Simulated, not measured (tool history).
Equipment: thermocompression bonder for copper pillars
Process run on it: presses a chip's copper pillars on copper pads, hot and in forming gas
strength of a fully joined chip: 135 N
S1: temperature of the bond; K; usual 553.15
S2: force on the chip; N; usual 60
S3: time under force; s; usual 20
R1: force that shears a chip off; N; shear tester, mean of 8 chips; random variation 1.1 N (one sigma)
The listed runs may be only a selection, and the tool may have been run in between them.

run     day      S1  S2  S3     R1
  1   0.000  553.15  60  20   86.4
  2   0.838  553.15  60  20   87.4
  3   2.083  553.15  60  14   89.9
  4   2.712  553.15  60  14   89.3
  5   3.854  553.15  60  58  121.4
  6   4.575  553.15  60  58  117.5
  7   5.208  553.15  60  58  116.5
  8   5.746  553.15  60  58  116.6
  9   6.642  553.15  81  20  108.4
 10   7.612  553.15  81  20  109.1
 11   8.317  553.15  81  20  107.2
 12   9.283  575.15  81  20  116.1
 13   9.904  553.15  60  53  112.5
 14  11.104  553.15  69  20  100.3
 15  11.733  553.15  69  20  101.6
 16  12.892  553.15  69  20   99.5
 17  13.983  529.15  69  20   80.2
 18  15.100  576.15  69  20  109.2
 19  15.775  576.15  69  21  108.0
 20  16.442  576.15  69  21  108.2
 21  17.254  583.15  60  20  108.0
 22  17.967  580.15  55  10   88.3
 23  19.208  580.15  55  17  100.3
 24  19.875  576.15  88  13  120.9
 25  20.658  555.15  52  15   86.9
 26  21.500  575.15  85  10  114.2
 27  22.471  550.15  60  18   94.0
 28  23.067  531.15  54  52   98.6
 29  23.583  544.15  60  22   95.1
 30  24.296  577.15  60  20  113.1
 31  25.354  573.15  39  47  109.0
 32  25.992  577.15  41  20   96.3
 33  26.688  577.15  41  13   87.6
 34  27.642  577.15  41  13   86.0
 35  28.312  577.15  41  13   84.7
 36  28.971  570.15  76  13  105.4
 37  29.788  531.15  81  26   97.5
 38  30.838  547.15  74  10   83.0
 39  31.762  544.15  74  31  102.5
 40  32.471  542.15  60  44  100.8
 41  33.096  542.15  60  44  103.0

Missing from the log above: 2 entries noted between runs. For each, name the pair of listed runs it sits between and say how the tool's hidden condition differs from the listed run just before to the listed run just after:
Runs 2 to 3: forming gas filter changed (day 2.058)
  true temperature of the bond over the reading, C: 1.2 -> 1.3; force that reaches the chip, % of what is set: 101.3 -> 101.4; oxide that the forming gas leaves, % of the face: 12.7 -> 0.58
  measured result minus the result with no hidden state, R1: -10.7 -> +1.7 N
Runs 23 to 24: forming gas filter changed (day 19.650)
  true temperature of the bond over the reading, C: 2.8 -> 2.9; force that reaches the chip, % of what is set: 102.5 -> 102.6; oxide that the forming gas leaves, % of the face: 12.08 -> 0.72
  measured result minus the result with no hidden state, R1: -10.3 -> +1.9 N

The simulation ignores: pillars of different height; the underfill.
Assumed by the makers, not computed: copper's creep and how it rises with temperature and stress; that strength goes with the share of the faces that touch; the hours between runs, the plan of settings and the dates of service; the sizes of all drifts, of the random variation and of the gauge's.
